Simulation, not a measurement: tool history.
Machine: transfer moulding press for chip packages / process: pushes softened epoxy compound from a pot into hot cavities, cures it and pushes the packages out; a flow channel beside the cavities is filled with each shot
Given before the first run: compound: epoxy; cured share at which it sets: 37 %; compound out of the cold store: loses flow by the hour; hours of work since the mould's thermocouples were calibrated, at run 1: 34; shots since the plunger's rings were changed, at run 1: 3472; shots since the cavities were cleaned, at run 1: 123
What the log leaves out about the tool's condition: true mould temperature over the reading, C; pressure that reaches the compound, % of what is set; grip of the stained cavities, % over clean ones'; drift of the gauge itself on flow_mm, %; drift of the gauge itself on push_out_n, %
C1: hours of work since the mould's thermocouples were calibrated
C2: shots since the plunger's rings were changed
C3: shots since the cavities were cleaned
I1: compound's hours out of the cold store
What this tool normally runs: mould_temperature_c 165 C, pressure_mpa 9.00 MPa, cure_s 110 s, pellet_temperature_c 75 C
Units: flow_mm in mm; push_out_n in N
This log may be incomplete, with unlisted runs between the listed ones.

Run 1, hour 0.0: usual settings; C1 34; C2 3472; C3 123; I1 11.0. Result: flow_mm 850 mm, push_out_n 349 N.
At hour 43.4: cavities cleaned with cleaning compound and waxed.
Run 2, hour 47.8: usual settings; C1 56; C2 3849; C3 36; I1 13.0. Result: flow_mm 842 mm, push_out_n 317 N.
Run 3, hour 94.8: usual settings; C1 79; C2 4231; C3 418; I1 13.9. Result: flow_mm 816 mm, push_out_n 412 N.
At hour 100.6: cavities cleaned with cleaning compound and waxed.
Run 4, hour 143.2: usual settings; C1 102; C2 4614; C3 347; I1 34.1. Result: flow_mm 728 mm, push_out_n 387 N.
At hour 157.2: cavities cleaned with cleaning compound and waxed.
Run 5, hour 185.9: usual settings but pellet_temperature_c 70 C; C1 122; C2 4949; C3 234; I1 9.5. Result: flow_mm 834 mm, push_out_n 395 N.
At hour 215.1: cavities cleaned with cleaning compound and waxed.
Run 6, hour 215.8: usual settings but pellet_temperature_c 70 C; C1 135; C2 5181; C3 6; I1 24.5. Result: flow_mm 752 mm, push_out_n 297 N.
At hour 273.7: cavities cleaned with cleaning compound and waxed.
Run 7, hour 275.1: usual settings but pellet_temperature_c 70 C; C1 163; C2 5652; C3 12; I1 29.6. Result: flow_mm 718 mm, push_out_n 291 N.
At hour 298.8: plunger's sealing rings changed.
Run 8, hour 315.4: usual settings but pellet_temperature_c 70 C; C1 181; C2 135; C3 319; I1 18.7. Result: flow_mm 871 mm, push_out_n 412 N.
At hour 333.9: cavities cleaned with cleaning compound and waxed.
Run 9, hour 364.7: usual settings but pressure_mpa 6.85 MPa; C1 205; C2 525; C3 251; I1 8.0. Result: flow_mm 793 mm, push_out_n 384 N.
At hour 391.3: cavities cleaned with cleaning compound and waxed.
Run 10, hour 403.8: usual settings but pressure_mpa 6.85 MPa; C1 223; C2 831; C3 101; I1 37.1. Result: flow_mm 677 mm, push_out_n 334 N.
At hour 449.4: cavities cleaned with cleaning compound and waxed.
Run 11, hour 465.0: usual settings but mould_temperature_c 171 C, pressure_mpa 6.85 MPa; C1 252; C2 1317; C3 127; I1 42.6. Result: flow_mm 633 mm, push_out_n 311 N.
Run 12, hour 493.6: usual settings but pressure_mpa 9.89 MPa; C1 265; C2 1550; C3 360; I1 30.2. Result: flow_mm 829 mm, push_out_n 396 N.
At hour 508.6: cavities cleaned with cleaning compound and waxed.
Run 13, hour 551.1: usual settings but pressure_mpa 7.53 MPa; C1 293; C2 2006; C3 346; I1 36.4. Result: flow_mm 704 mm, push_out_n 403 N.
At hour 566.2: cavities cleaned with cleaning compound and waxed.
Run 14, hour 607.4: usual settings but pressure_mpa 7.53 MPa; C1 319; C2 2453; C3 336; I1 30.9. Result: flow_mm 714 mm, push_out_n 405 N.
At hour 625.3: cavities cleaned with cleaning compound and waxed.
Run 15, hour 665.7: usual settings but pressure_mpa 7.53 MPa, cure_s 108 s, pellet_temperature_c 68 C; C1 347; C2 2915; C3 328; I1 33.9. Result: flow_mm 702 mm, push_out_n 400 N.
At hour 684.0: cavities cleaned with cleaning compound and waxed.
Run 16, hour 719.9: usual settings but mould_temperature_c 172 C, pellet_temperature_c 74 C; C1 372; C2 3345; C3 293; I1 14.6. Result: flow_mm 805 mm, push_out_n 347 N.
At hour 741.6: cavities cleaned with cleaning compound and waxed.
Run 17, hour 757.5: usual settings but mould_temperature_c 172 C, cure_s 93 s, pellet_temperature_c 74 C; C1 389; C2 3639; C3 129; I1 16.7. Result: flow_mm 793 mm, push_out_n 313 N.
At hour 798.5: cavities cleaned with cleaning compound and waxed.
Run 18, hour 804.1: usual settings but mould_temperature_c 159 C, pressure_mpa 9.41 MPa, cure_s 134 s, pellet_temperature_c 74 C; C1 411; C2 4007; C3 46; I1 24.0. Result: flow_mm 838 mm, push_out_n 337 N.
At hour 856.9: cavities cleaned with cleaning compound and waxed.
Run 19, hour 868.5: usual settings but mould_temperature_c 159 C, pressure_mpa 9.41 MPa, cure_s 134 s, pellet_temperature_c 74 C; C1 442; C2 4518; C3 94; I1 22.0. Result: flow_mm 830 mm, push_out_n 351 N.
Run 20, hour 908.2: usual settings but mould_temperature_c 158 C, pressure_mpa 10.01 MPa, cure_s 144 s, pellet_temperature_c 71 C; C1 461; C2 4842; C3 418; I1 25.4. Result: flow_mm 820 mm, push_out_n 420 N.
At hour 915.4: cavities cleaned with cleaning compound and waxed.
Run 21, hour 957.7: usual settings but mould_temperature_c 158 C, pressure_mpa 10.01 MPa, cure_s 144 s, pellet_temperature_c 71 C; C1 484; C2 5233; C3 344; I1 29.0. Result: flow_mm 802 mm, push_out_n 401 N.
At hour 973.2: cavities cleaned with cleaning compound and waxed.
Run 22, hour 993.4: usual settings but mould_temperature_c 170 C, pressure_mpa 7.80 MPa, cure_s 116 s, pellet_temperature_c 84 C; C1 501; C2 5512; C3 165; I1 17.6. Result: flow_mm 691 mm, push_out_n 319 N.
At hour 1030.2: cavities cleaned with cleaning compound and waxed.
At hour 1037.1: plunger's sealing rings changed.
At hour 1044.2: mould's thermocouples calibrated.
Run 23, hour 1047.0: usual settings but cure_s 119 s, pellet_temperature_c 68 C; C1 1; C2 65; C3 101; I1 33.3. Result: flow_mm 811 mm, push_out_n 309 N.
At hour 1091.0: cavities cleaned with cleaning compound and waxed.
Run 24, hour 1093.7: usual settings but cure_s 119 s, pellet_temperature_c 68 C; C1 23; C2 432; C3 21; I1 23.5. Result: flow_mm 850 mm, push_out_n 283 N.
At hour 1148.3: cavities cleaned with cleaning compound and waxed.
Run 25, hour 1148.3: usual settings but cure_s 119 s, pellet_temperature_c 68 C; C1 49; C2 865; C3 0; I1 45.6. Result: flow_mm 746 mm, push_out_n 259 N.
Run 26, hour 1198.6: usual settings but mould_temperature_c 160 C, cure_s 102 s, pellet_temperature_c 80 C; C1 73; C2 1275; C3 410; I1 23.9. Result: flow_mm 847 mm, push_out_n 650 N.

Alternative continuations, all from the tool just after run 26; predict every row:
At hour 1207.6: cavities cleaned with cleaning compound and waxed.
Run A, hour 1245.0: usual settings but pressure_mpa 7.54 MPa; C1 95; C2 1641; C3 305; I1 47.1. Result: flow_mm ?, push_out_n ?.
At hour 1207.6: cavities cleaned with cleaning compound and waxed.
Run B, hour 1245.0: usual settings but mould_temperature_c 171 C, pressure_mpa 10.06 MPa, cure_s 102 s, pellet_temperature_c 81 C; C1 95; C2 1641; C3 305; I1 38.3. Result: flow_mm ?, push_out_n ?.
At hour 1207.6: cavities cleaned with cleaning compound and waxed.
Run C, hour 1245.0: usual settings but pressure_mpa 9.25 MPa, cure_s 106 s; C1 95; C2 1641; C3 305; I1 14.6. Result: flow_mm ?, push_out_n ?.
At hour 1207.6: cavities cleaned with cleaning compound and waxed.
Run D, hour 1245.0: usual settings but mould_temperature_c 159 C, cure_s 102 s, pellet_temperature_c 80 C; C1 95; C2 1641; C3 305; I1 40.3. Result: flow_mm ?, push_out_n ?.

run  flow_mm  push_out_n
  A      664         373
  B      770         348
  C      871         431
  D      776         637
The same runs, with their run-to-run variation unchanged, on a tool lacking any hidden condition would have given:
run  flow_mm  push_out_n
  A      689         272
  B      799         256
  C      904         317
  D      805         466
